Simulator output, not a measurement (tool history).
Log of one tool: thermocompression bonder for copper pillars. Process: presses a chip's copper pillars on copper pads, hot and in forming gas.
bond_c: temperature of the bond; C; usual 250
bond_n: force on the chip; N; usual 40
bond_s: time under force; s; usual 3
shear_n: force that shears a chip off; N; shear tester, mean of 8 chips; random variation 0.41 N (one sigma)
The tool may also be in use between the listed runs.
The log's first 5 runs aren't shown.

run,hour,bond_c,bond_n,bond_s,hours of work since the heater was calibrated,hours of work since the force cell was calibrated,hours of work since the gas filter was changed,shear_n
6,83.0,250,46,5,340,186,124,40.7
7,95.3,250,51,3,347,193,131,35.5
8,112.5,247,40,3,357,203,141,29.5
9,130.8,247,40,3,368,214,151,30.1
10,145.3,250,40,3,376,222,159,31.0
11,162.5,254,40,3,386,232,169,33.3
12,181.6,254,40,3,397,243,180,33.4
13,202.9,238,40,3,409,255,193,24.7
14,215.1,238,40,3,416,262,200,23.8
15,227.6,250,40,3,424,269,207,30.6
16,238.7,250,40,7,430,276,213,42.6
# hour 241.7: force cell calibrated
# hour 259.5: forming gas filter changed
17,259.5,250,40,3,441,10,0,33.0
18,269.8,250,40,3,447,16,6,33.3
19,285.9,266,40,3,456,25,15,43.4
20,295.3,266,40,3,461,31,21,43.8
21,305.0,280,40,2,467,36,26,45.8
# hour 315.3: force cell calibrated, once more
22,327.5,280,40,2,479,7,38,45.5
23,348.4,274,35,8,491,19,50,60.8
24,361.8,250,40,4,499,27,58,35.3
25,380.4,257,44,5,509,37,69,46.2
26,394.0,235,44,5,517,45,76,30.8

Forecast run 27:
27,415.1,238,51,4,529,57,89,?

{"run 27": {"shear_n": 31.6}}
Without the tool's hidden state the same run would have given shear_n 35.1 N.

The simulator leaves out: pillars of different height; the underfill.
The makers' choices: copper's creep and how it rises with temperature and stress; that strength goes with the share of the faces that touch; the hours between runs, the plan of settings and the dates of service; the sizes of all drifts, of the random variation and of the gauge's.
